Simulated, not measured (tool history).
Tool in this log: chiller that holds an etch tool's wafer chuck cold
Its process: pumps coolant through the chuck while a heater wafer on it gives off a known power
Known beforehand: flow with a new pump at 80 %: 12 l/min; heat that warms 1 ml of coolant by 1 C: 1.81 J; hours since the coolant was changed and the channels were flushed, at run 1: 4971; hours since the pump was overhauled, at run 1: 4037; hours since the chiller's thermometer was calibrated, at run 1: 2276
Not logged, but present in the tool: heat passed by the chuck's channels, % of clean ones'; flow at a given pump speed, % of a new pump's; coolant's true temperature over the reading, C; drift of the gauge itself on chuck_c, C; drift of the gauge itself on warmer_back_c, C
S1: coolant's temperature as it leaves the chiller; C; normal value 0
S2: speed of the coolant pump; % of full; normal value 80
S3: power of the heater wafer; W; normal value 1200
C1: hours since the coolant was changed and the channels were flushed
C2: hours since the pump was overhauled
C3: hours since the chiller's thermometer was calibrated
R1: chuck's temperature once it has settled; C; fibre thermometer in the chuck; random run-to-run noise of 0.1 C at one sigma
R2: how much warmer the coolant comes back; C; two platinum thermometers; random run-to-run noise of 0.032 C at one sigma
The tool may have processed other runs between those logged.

run	hour	S1	S2	S3	C1	C2	C3	R1	R2
1	0	0	80	1200	4971	4037	2276	9.6	3.44
2	76.8	0	73	1200	5048	4113	2353	10.5	3.86
3	135.1	0	73	1200	5106	4172	2411	10.6	3.79
4	228.3	0	73	1200	5199	4265	2505	10.3	3.81
5	339.3	0	73	1200	5310	4376	2616	10.3	3.84
6	458.8	0	73	1200	5430	4495	2735	10.5	3.76
7	544.4	0	73	1200	5515	4581	2821	10.5	3.87
8	642.2	0	80	1200	5613	4679	2919	9.8	3.5
# hour 652.8: chiller's thermometer calibrated
9	729.8	0	80	1429	5700	4765	77	11.8	4.16
10	798.1	-7	80	1429	5768	4834	145	4.7	4.19
11	882	-7	80	1429	5852	4918	229	4.9	4.24
12	964	-7	80	1429	5934	5000	311	4.7	4.18
13	1050.2	0	80	1200	6020	5086	397	10	3.54
# hour 1059.5: chiller's thermometer calibrated, once more
14	1160	0	80	1200	6129	5195	100	10.1	3.49
# hour 1205.1: coolant changed, channels flushed
15	1264.8	0	80	1200	60	5293	199	9.3	3.54
16	1347.2	0	80	1200	142	5376	282	9.2	3.55
17	1434.6	0	80	1200	229	5463	369	9.2	3.52
18	1499.9	0	72	1200	295	5528	434	10	3.9
19	1591.7	0	72	1200	387	5620	526	9.9	3.94
20	1678.1	0	72	1200	473	5707	613	9.8	3.98
21	1795.5	0	72	1200	590	5824	730	10	3.94
22	1870.7	-6	72	668	666	5899	805	-0.5	2.19
23	1990.4	-8	79	1194	785	6019	925	1.3	3.61
24	2043.6	-8	79	1194	838	6072	978	1.4	3.59
25	2109.7	7	66	1200	905	6138	1044	17.6	4.33
26	2171.9	7	73	846	967	6201	1106	14	2.73
27	2220.9	-2	80	1051	1016	6249	1155	6.2	3.14
28	2290.4	-3	90	1051	1085	6319	1225	4.5	2.7
29	2383.5	-6	80	1220	1178	6412	1318	3.6	3.62
30	2454	-5	97	1548	1249	6483	1388	5.8	3.78
31	2529.2	-5	97	1548	1324	6558	1464	5.5	3.75
32	2599	7	75	1591	1394	6628	1533	20.1	5.04

Forecast each of these 4 alternatives for the next run:
A	2717.8	-8	75	1591	1513	6746	1652	?	?
B	2717.8	0	91	1200	1513	6746	1652	?	?
C	2717.8	-4	82	668	1513	6746	1652	?	?
D	2717.8	7	60	1591	1513	6746	1652	?	?

run	R1	R2
A	5.1	5.05
B	8.9	3.08
C	1.2	1.84
D	22.2	6.46
Without the tool's unlogged condition, the same runs would have read:
run	R1	R2
A	4.2	4.67
B	8.3	2.84
C	0.9	1.69
D	21.1	5.98

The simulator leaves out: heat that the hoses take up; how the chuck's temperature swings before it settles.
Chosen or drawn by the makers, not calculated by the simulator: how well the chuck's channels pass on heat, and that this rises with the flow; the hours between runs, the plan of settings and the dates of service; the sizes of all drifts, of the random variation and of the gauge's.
